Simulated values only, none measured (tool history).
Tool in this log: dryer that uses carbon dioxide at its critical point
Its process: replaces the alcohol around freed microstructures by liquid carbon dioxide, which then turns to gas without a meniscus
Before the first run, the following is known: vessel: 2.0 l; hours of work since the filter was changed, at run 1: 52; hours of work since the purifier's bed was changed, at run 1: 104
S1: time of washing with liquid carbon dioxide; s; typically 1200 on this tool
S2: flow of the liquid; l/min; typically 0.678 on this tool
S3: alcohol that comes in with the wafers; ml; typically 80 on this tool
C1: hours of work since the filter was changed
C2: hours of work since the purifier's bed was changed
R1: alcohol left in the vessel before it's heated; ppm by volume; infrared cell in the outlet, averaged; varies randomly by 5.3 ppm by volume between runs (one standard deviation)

Run 1, hour 0: usual settings; C1 52; C2 104. Result: R1 173 ppm by volume.
Run 2, hour 5.4: usual settings; C1 56; C2 108. Result: R1 176 ppm by volume.
Run 3, hour 12: usual settings; C1 60; C2 112. Result: R1 167 ppm by volume.
Run 4, hour 20.5: usual settings; C1 66; C2 117. Result: R1 178 ppm by volume.
Run 5, hour 28: usual settings; C1 71; C2 122. Result: R1 172 ppm by volume.
Run 6, hour 36.2: usual settings; C1 76; C2 128. Result: R1 188 ppm by volume.
Run 7, hour 47: usual settings; C1 83; C2 135. Result: R1 194 ppm by volume.
Run 8, hour 52.6: usual settings; C1 87; C2 139. Result: R1 192 ppm by volume.
Run 9, hour 59.1: usual settings but S3 84 ml; C1 91; C2 143. Result: R1 213 ppm by volume.
Run 10, hour 64.2: usual settings but S3 54 ml; C1 94; C2 146. Result: R1 156 ppm by volume.
Run 11, hour 69.2: usual settings but S3 54 ml; C1 98; C2 149. Result: R1 157 ppm by volume.
Run 12, hour 76.7: usual settings but S2 0.697 l/min, S3 28 ml; C1 103; C2 154. Result: R1 95 ppm by volume.
Run 13, hour 88.2: usual settings but S1 1860 s, S2 0.697 l/min, S3 31 ml; C1 110; C2 162. Result: R1 56 ppm by volume.
Run 14, hour 95.1: usual settings but S1 1860 s, S2 0.697 l/min, S3 31 ml; C1 115; C2 166. Result: R1 44 ppm by volume.
Run 15, hour 105.4: usual settings but S3 35 ml; C1 121; C2 173. Result: R1 131 ppm by volume.
Run 16, hour 112.5: usual settings but S1 840 s, S2 0.43 l/min, S3 42 ml; C1 126; C2 178. Result: R1 1880 ppm by volume.
Run 17, hour 118.2: usual settings but S1 840 s, S2 0.43 l/min, S3 45 ml; C1 130; C2 182. Result: R1 2067 ppm by volume.
Run 18, hour 126.7: usual settings but S1 1500 s, S2 0.43 l/min, S3 45 ml; C1 135; C2 187. Result: R1 363 ppm by volume.
Run 19, hour 134: usual settings but S1 1620 s, S2 0.43 l/min, S3 38 ml; C1 140; C2 192. Result: R1 234 ppm by volume.
Run 20, hour 145.7: usual settings but S1 1320 s, S2 0.467 l/min, S3 20 ml; C1 148; C2 200. Result: R1 223 ppm by volume.
Run 21, hour 156.9: usual settings but S1 1320 s, S2 0.983 l/min, S3 33 ml; C1 155; C2 207. Result: R1 65 ppm by volume.

Branching from run 21: 4 alternative next runs. What would each branch give?
At hour 163: inlet filter changed.
Run A, hour 169.7: usual settings but S1 960 s, S2 0.983 l/min, S3 33 ml; C1 4; C2 215. Result: R1 ?.
At hour 163: inlet filter changed.
Run B, hour 169.7: usual settings but S1 960 s, S2 0.561 l/min, S3 86 ml; C1 4; C2 215. Result: R1 ?.
At hour 163: inlet filter changed.
Run C, hour 169.7: usual settings but S1 1320 s, S2 0.55 l/min, S3 33 ml; C1 4; C2 215. Result: R1 ?.
At hour 163: inlet filter changed.
Run D, hour 169.7: usual settings but S2 0.447 l/min; C1 4; C2 215. Result: R1 ?.

run   R1
  A   79
  B  880
  C  135
  D  773
Without the tool's unlogged condition, the same runs would have read:
run   R1
  A   30
  B  817
  C   84
  D  713
